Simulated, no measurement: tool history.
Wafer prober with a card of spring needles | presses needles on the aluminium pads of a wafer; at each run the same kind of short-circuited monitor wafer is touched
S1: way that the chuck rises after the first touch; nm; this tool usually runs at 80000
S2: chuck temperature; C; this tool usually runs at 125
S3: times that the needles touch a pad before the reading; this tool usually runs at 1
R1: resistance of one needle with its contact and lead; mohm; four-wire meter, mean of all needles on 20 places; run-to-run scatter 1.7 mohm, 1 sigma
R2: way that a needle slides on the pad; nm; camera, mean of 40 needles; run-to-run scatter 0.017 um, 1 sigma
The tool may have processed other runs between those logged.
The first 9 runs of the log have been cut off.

At day 3.333: tips cleaned on abrasive film.
Run 10, day 3.550: usual settings but S2 81 C. Result: R1 196 mohm, R2 12520 nm.
At day 3.692: tips cleaned on abrasive film.
Run 11, day 3.779: usual settings but S2 81 C. Result: R1 178 mohm, R2 12530 nm.
At day 4.050: tips cleaned on abrasive film.
Run 12, day 4.062: usual settings. Result: R1 172 mohm, R2 12520 nm.
Run 13, day 4.338: usual settings but S3 2. Result: R1 191 mohm, R2 12530 nm.
At day 4.408: tips cleaned on abrasive film.
Run 14, day 4.679: usual settings but S1 82000 nm. Result: R1 203 mohm, R2 12860 nm.
At day 4.746: tips cleaned on abrasive film.
Run 15, day 4.921: usual settings but S1 82000 nm. Result: R1 195 mohm, R2 12800 nm.
At day 5.096: tips cleaned on abrasive film.
Run 16, day 5.179: usual settings but S1 77000 nm. Result: R1 185 mohm, R2 12040 nm.
At day 5.454: tips cleaned on abrasive film.
Run 17, day 5.650: usual settings but S1 77000 nm. Result: R1 198 mohm, R2 12020 nm.
At day 5.817: tips cleaned on abrasive film.
Run 18, day 6.054: usual settings but S1 71000 nm, S2 56 C, S3 3. Result: R1 172 mohm, R2 11040 nm.
At day 6.167: tips cleaned on abrasive film.
At day 6.517: tips cleaned on abrasive film.
Run 19, day 6.525: usual settings but S1 71000 nm, S2 56 C, S3 3. Result: R1 162 mohm, R2 11040 nm.
At day 6.871: tips cleaned on abrasive film.
Run 20, day 6.942: usual settings but S1 71000 nm, S2 56 C, S3 3. Result: R1 164 mohm, R2 11070 nm.
At day 7.246: tips cleaned on abrasive film.
Run 21, day 7.279: usual settings but S1 75000 nm, S2 91 C. Result: R1 177 mohm, R2 11690 nm.
At day 7.538: height of the first contact set anew.
At day 7.617: tips cleaned on abrasive film.
Run 22, day 7.758: usual settings but S2 25 C, S3 2. Result: R1 167 mohm, R2 12700 nm.
At day 7.962: tips cleaned on abrasive film.
Run 23, day 8.221: usual settings but S1 79000 nm, S2 47 C. Result: R1 200 mohm, R2 12540 nm.
At day 8.325: tips cleaned on abrasive film.
At day 8.671: tips cleaned on abrasive film.
Run 24, day 8.688: usual settings but S1 65000 nm, S2 43 C, S3 2. Result: R1 160 mohm, R2 10290 nm.
At day 9.017: tips cleaned on abrasive film.
Run 25, day 9.029: usual settings but S1 65000 nm, S2 43 C, S3 2. Result: R1 162 mohm, R2 10310 nm.
At day 9.354: tips cleaned on abrasive film.
Run 26, day 9.412: usual settings but S1 92000 nm, S3 3. Result: R1 173 mohm, R2 14580 nm.
At day 9.692: tips cleaned on abrasive film.
Run 27, day 9.854: usual settings but S2 28 C. Result: R1 183 mohm, R2 12660 nm.
At day 10.062: tips cleaned on abrasive film.
Run 28, day 10.229: usual settings but S2 28 C. Result: R1 180 mohm, R2 12660 nm.
At day 10.438: tips cleaned on abrasive film.
Run 29, day 10.662: usual settings but S2 28 C. Result: R1 190 mohm, R2 12660 nm.
At day 10.788: tips cleaned on abrasive film.
Run 30, day 10.942: usual settings but S2 28 C. Result: R1 186 mohm, R2 12640 nm.
At day 11.167: tips cleaned on abrasive film.
Run 31, day 11.296: usual settings but S1 99000 nm, S2 33 C. Result: R1 169 mohm, R2 15680 nm.
At day 11.504: tips cleaned on abrasive film.
Run 32, day 11.792: usual settings but S1 83000 nm, S2 28 C, S3 3. Result: R1 169 mohm, R2 13100 nm.
At day 11.871: tips cleaned on abrasive film.
Run 33, day 12.204: usual settings but S1 94000 nm, S2 79 C. Result: R1 197 mohm, R2 14830 nm.

What if the next run were any one of these 3? Each begins from the tool's condition after run 33:
At day 12.238: tips cleaned on abrasive film.
At day 12.583: tips cleaned on abrasive film.
Run A, day 12.700: usual settings but S2 49 C, S3 2. Result: R1 ?, R2 ?.
At day 12.238: tips cleaned on abrasive film.
At day 12.583: tips cleaned on abrasive film.
Run B, day 12.700: usual settings but S1 94000 nm, S2 37 C. Result: R1 ?, R2 ?.
At day 12.238: tips cleaned on abrasive film.
At day 12.583: tips cleaned on abrasive film.
Run C, day 12.700: usual settings but S1 94000 nm, S2 56 C, S3 3. Result: R1 ?, R2 ?.

run   R1     R2
  A  172  12610
  B  171  14820
  C  160  14840
With no hidden state in the tool, these same runs would have given:
run   R1     R2
  A  157  12740
  B  151  14950
  C  153  14960
